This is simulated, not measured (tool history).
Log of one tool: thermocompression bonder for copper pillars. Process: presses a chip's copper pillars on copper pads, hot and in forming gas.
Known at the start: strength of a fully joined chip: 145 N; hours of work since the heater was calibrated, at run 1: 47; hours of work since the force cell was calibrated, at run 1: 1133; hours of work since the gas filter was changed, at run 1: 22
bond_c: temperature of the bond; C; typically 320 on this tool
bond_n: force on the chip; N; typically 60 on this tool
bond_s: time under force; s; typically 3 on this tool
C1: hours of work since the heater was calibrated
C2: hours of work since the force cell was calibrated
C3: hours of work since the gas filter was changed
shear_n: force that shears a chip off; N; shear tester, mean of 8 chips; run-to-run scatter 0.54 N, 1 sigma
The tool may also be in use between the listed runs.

{"run": 1, "hour": 0.0, "bond_c": 320, "bond_n": 60, "bond_s": 3, "C1": 47, "C2": 1133, "C3": 22, "shear_n": 76.5}
{"run": 2, "hour": 33.1, "bond_c": 320, "bond_n": 60, "bond_s": 3, "C1": 74, "C2": 1159, "C3": 48, "shear_n": 76.7}
{"run": 3, "hour": 66.6, "bond_c": 320, "bond_n": 60, "bond_s": 3, "C1": 100, "C2": 1185, "C3": 75, "shear_n": 75.2}
{"run": 4, "hour": 93.0, "bond_c": 320, "bond_n": 60, "bond_s": 3, "C1": 121, "C2": 1206, "C3": 96, "shear_n": 75.0}
{"run": 5, "hour": 128.2, "bond_c": 320, "bond_n": 60, "bond_s": 3, "C1": 149, "C2": 1234, "C3": 124, "shear_n": 74.7}
{"run": 6, "hour": 147.0, "bond_c": 320, "bond_n": 60, "bond_s": 3, "C1": 164, "C2": 1249, "C3": 139, "shear_n": 74.6}
{"run": 7, "hour": 174.9, "bond_c": 320, "bond_n": 60, "bond_s": 3, "C1": 186, "C2": 1271, "C3": 161, "shear_n": 74.4}
{"run": 8, "hour": 202.3, "bond_c": 320, "bond_n": 60, "bond_s": 3, "C1": 208, "C2": 1293, "C3": 183, "shear_n": 72.8}
{"run": 9, "hour": 228.6, "bond_c": 320, "bond_n": 60, "bond_s": 3, "C1": 229, "C2": 1314, "C3": 204, "shear_n": 71.7}
{"run": 10, "hour": 256.3, "bond_c": 320, "bond_n": 60, "bond_s": 3, "C1": 251, "C2": 1336, "C3": 226, "shear_n": 72.0}
{"run": 11, "hour": 280.6, "bond_c": 320, "bond_n": 60, "bond_s": 3, "C1": 270, "C2": 1355, "C3": 245, "shear_n": 71.8}
{"run": 12, "hour": 312.9, "bond_c": 320, "bond_n": 60, "bond_s": 3, "C1": 296, "C2": 1381, "C3": 270, "shear_n": 70.7}
{"run": 13, "hour": 338.0, "bond_c": 320, "bond_n": 60, "bond_s": 5, "C1": 316, "C2": 1401, "C3": 290, "shear_n": 82.6}
{"run": 14, "hour": 358.6, "bond_c": 320, "bond_n": 60, "bond_s": 5, "C1": 332, "C2": 1417, "C3": 307, "shear_n": 82.5}
{"hour": 365.4, "done": "forming gas filter changed"}
{"run": 15, "hour": 380.8, "bond_c": 341, "bond_n": 60, "bond_s": 5, "C1": 349, "C2": 1434, "C3": 12, "shear_n": 107.2}
{"run": 16, "hour": 396.4, "bond_c": 341, "bond_n": 60, "bond_s": 5, "C1": 362, "C2": 1447, "C3": 25, "shear_n": 107.1}
{"run": 17, "hour": 433.7, "bond_c": 341, "bond_n": 60, "bond_s": 5, "C1": 391, "C2": 1476, "C3": 54, "shear_n": 106.5}
{"hour": 448.5, "done": "force cell calibrated"}
{"run": 18, "hour": 472.5, "bond_c": 320, "bond_n": 45, "bond_s": 3, "C1": 421, "C2": 19, "C3": 84, "shear_n": 62.8}
{"run": 19, "hour": 497.1, "bond_c": 320, "bond_n": 45, "bond_s": 3, "C1": 440, "C2": 39, "C3": 103, "shear_n": 62.5}
{"run": 20, "hour": 520.4, "bond_c": 320, "bond_n": 45, "bond_s": 3, "C1": 459, "C2": 57, "C3": 122, "shear_n": 61.3}
{"run": 21, "hour": 536.0, "bond_c": 320, "bond_n": 45, "bond_s": 3, "C1": 471, "C2": 69, "C3": 134, "shear_n": 62.5}
{"run": 22, "hour": 556.2, "bond_c": 320, "bond_n": 45, "bond_s": 3, "C1": 487, "C2": 85, "C3": 150, "shear_n": 61.8}
{"run": 23, "hour": 593.1, "bond_c": 320, "bond_n": 45, "bond_s": 3, "C1": 516, "C2": 115, "C3": 179, "shear_n": 60.7}
{"run": 24, "hour": 612.3, "bond_c": 320, "bond_n": 51, "bond_s": 7, "C1": 532, "C2": 130, "C3": 195, "shear_n": 87.7}
{"run": 25, "hour": 645.6, "bond_c": 320, "bond_n": 64, "bond_s": 2, "C1": 558, "C2": 156, "C3": 221, "shear_n": 66.3}
{"run": 26, "hour": 666.7, "bond_c": 320, "bond_n": 64, "bond_s": 2, "C1": 575, "C2": 173, "C3": 238, "shear_n": 65.2}
{"run": 27, "hour": 693.0, "bond_c": 320, "bond_n": 64, "bond_s": 2, "C1": 596, "C2": 194, "C3": 259, "shear_n": 65.9}
{"run": 28, "hour": 717.2, "bond_c": 349, "bond_n": 58, "bond_s": 3, "C1": 615, "C2": 213, "C3": 278, "shear_n": 88.5}
{"hour": 728.5, "done": "heater calibrated with a thermocouple chip"}
{"run": 29, "hour": 738.9, "bond_c": 342, "bond_n": 65, "bond_s": 3, "C1": 8, "C2": 229, "C3": 294, "shear_n": 84.0}
{"run": 30, "hour": 756.3, "bond_c": 342, "bond_n": 65, "bond_s": 3, "C1": 22, "C2": 243, "C3": 307, "shear_n": 83.6}
{"hour": 761.7, "done": "forming gas filter changed"}
{"run": 31, "hour": 789.6, "bond_c": 331, "bond_n": 48, "bond_s": 2, "C1": 48, "C2": 269, "C3": 22, "shear_n": 63.1}
{"run": 32, "hour": 811.4, "bond_c": 338, "bond_n": 80, "bond_s": 3, "C1": 65, "C2": 286, "C3": 39, "shear_n": 101.3}
{"run": 33, "hour": 839.8, "bond_c": 317, "bond_n": 47, "bond_s": 2, "C1": 88, "C2": 309, "C3": 62, "shear_n": 52.5}
{"run": 34, "hour": 859.3, "bond_c": 320, "bond_n": 60, "bond_s": 2, "C1": 103, "C2": 324, "C3": 77, "shear_n": 63.3}
{"run": 35, "hour": 885.4, "bond_c": 320, "bond_n": 60, "bond_s": 2, "C1": 124, "C2": 345, "C3": 98, "shear_n": 65.0}
{"run": 36, "hour": 906.5, "bond_c": 320, "bond_n": 60, "bond_s": 2, "C1": 141, "C2": 361, "C3": 115, "shear_n": 63.1}
{"run": 37, "hour": 929.4, "bond_c": 317, "bond_n": 78, "bond_s": 2, "C1": 159, "C2": 380, "C3": 133, "shear_n": 71.9}
{"run": 38, "hour": 954.8, "bond_c": 317, "bond_n": 78, "bond_s": 2, "C1": 179, "C2": 400, "C3": 153, "shear_n": 72.3}
{"run": 39, "hour": 974.9, "bond_c": 317, "bond_n": 78, "bond_s": 2, "C1": 195, "C2": 416, "C3": 169, "shear_n": 71.8}
{"run": 40, "hour": 1000.0, "bond_c": 334, "bond_n": 68, "bond_s": 3, "C1": 215, "C2": 436, "C3": 189, "shear_n": 86.4}

Pick out some run-to-run changes in shear_n. Of each, how much would a tool without hidden state show as well, from the settings, what came in and chance, and how much is left for the hidden state and any gauge scatter not in both results compared?
What the log doesn't record here: true temperature of the bond over the reading, C; force that reaches the chip, % of what is set; oxide that the forming gas leaves, % of the face; drift of the gauge itself on shear_n, %.
Run 14 -> 15: bond_c 320 -> 341, forming gas filter changed. shear_n +24.7 N: hidden state +10.1, all else +14.6.
Run 17 -> 18: bond_c 341 -> 320, bond_n 60 -> 45, bond_s 5 -> 3, force cell calibrated. shear_n -43.7 N: hidden state -1.3, all else -42.4.
Run 28 -> 29: bond_c 349 -> 342, bond_n 58 -> 65, heater calibrated with a thermocouple chip. shear_n -4.5 N: hidden state -4.3, all else -0.2.
Run 30 -> 31: bond_c 342 -> 331, bond_n 65 -> 48, bond_s 3 -> 2, forming gas filter changed. shear_n -20.5 N: hidden state +10.7, all else -31.2.
Run 31 -> 32: bond_c 331 -> 338, bond_n 48 -> 80, bond_s 2 -> 3. shear_n +38.2 N: hidden state -0.8, all else +39.0.
Run 32 -> 33: bond_c 338 -> 317, bond_n 80 -> 47, bond_s 3 -> 2. shear_n -48.8 N: hidden state +0.3, all else -49.1.
